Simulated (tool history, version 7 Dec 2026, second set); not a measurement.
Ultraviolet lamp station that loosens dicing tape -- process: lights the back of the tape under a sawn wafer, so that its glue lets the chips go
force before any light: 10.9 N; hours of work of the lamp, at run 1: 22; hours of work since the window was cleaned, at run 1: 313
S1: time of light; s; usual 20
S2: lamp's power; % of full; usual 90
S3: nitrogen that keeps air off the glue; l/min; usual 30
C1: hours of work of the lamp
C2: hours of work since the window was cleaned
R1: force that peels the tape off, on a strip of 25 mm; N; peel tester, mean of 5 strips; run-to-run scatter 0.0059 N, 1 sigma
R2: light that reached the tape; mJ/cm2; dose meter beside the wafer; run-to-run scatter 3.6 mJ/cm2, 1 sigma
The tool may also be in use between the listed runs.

run 1 hour=0 | S1=20 S2=90 S3=30 | C1=22 C2=313 | R1=0.199 R2=565
run 2 hour=13.9 | S1=20 S2=90 S3=30 | C1=31 C2=322 | R1=0.193 R2=563
run 3 hour=23.7 | S1=20 S2=90 S3=30 | C1=37 C2=328 | R1=0.192 R2=568
run 4 hour=33.6 | S1=20 S2=90 S3=30 | C1=43 C2=335 | R1=0.185 R2=563
run 5 hour=49.2 | S1=20 S2=90 S3=30 | C1=53 C2=345 | R1=0.205 R2=554
run 6 hour=59.3 | S1=20 S2=80 S3=30 | C1=60 C2=351 | R1=0.267 R2=494
run 7 hour=73.6 | S1=18 S2=79 S3=30 | C1=69 C2=360 | R1=0.369 R2=441
run 8 hour=93.7 | S1=20 S2=90 S3=27 | C1=82 C2=373 | R1=0.217 R2=556

Expected results for the next run?
run 9 hour=105.2 | S1=35 S2=97 S3=42 | C1=89 C2=381 | R1=? R2=?

{"run 9": {"R1": 0.088, "R2": 1032}}
With no hidden state in the tool, this same run would have given R1 0.087 N, R2 1134 mJ/cm2.

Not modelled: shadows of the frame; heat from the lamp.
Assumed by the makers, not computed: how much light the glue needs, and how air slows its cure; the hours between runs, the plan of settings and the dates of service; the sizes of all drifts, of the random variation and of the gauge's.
